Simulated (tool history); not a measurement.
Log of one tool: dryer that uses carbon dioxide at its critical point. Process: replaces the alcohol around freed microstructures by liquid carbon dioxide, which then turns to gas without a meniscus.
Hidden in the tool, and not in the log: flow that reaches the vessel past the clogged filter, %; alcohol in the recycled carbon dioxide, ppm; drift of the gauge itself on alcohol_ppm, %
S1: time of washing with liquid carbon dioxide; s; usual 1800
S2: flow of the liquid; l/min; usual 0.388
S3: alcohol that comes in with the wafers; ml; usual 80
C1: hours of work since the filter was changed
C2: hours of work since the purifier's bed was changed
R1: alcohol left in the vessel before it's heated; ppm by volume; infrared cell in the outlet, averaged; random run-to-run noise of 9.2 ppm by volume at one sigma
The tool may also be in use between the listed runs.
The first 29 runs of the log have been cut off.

run   hour    S1     S2   S3   C1   C2    R1
 30  580.1  1800  0.388  114  236  703  1006
 31  591.8  1440  0.321   25  243  710   984
 32  607.3  1560  0.252   25  253  720  1505
 33    636  2340  0.466   34  271  738   153
 34  662.1  1500  0.458   34  288  755   421
 35  677.2  1500  0.458   34  297  765   418
 36  705.1  2280  0.388   57  315  782   307
 37  726.8  2280  0.388   57  329  796   301
 38  739.3  1140  0.429   57  337  804  1768
 39  756.8  1380  0.611   89  348  815   405
 40  784.5  1800  0.469   53  365  833   328
 41    797  1800  0.469   53  373  841   310
 42  821.6  1800  0.469   53  389  856   344
 43  840.4  1800  0.264   46  401  868  1790
 44  858.8  2280  0.381   46  413  880   313
 45  872.4  2280  0.381   46  421  888   316
 46  897.6  2460  0.278   39  437  904   593
 47  918.7  2460  0.278   39  451  918   625

What if the next run were any one of these 3? Each begins from the tool's condition after run 47:
  A  934.4  1320  0.305  80  461  928   ?
  B  934.4  2460  0.338  29  461  928   ?
  C  934.4  1440  0.382  53  461  928   ?

run    R1
  A  4543
  B   290
  C  1326
Without the tool's unlogged condition, the same runs would have read:
run    R1
  A  3461
  B    79
  C   843
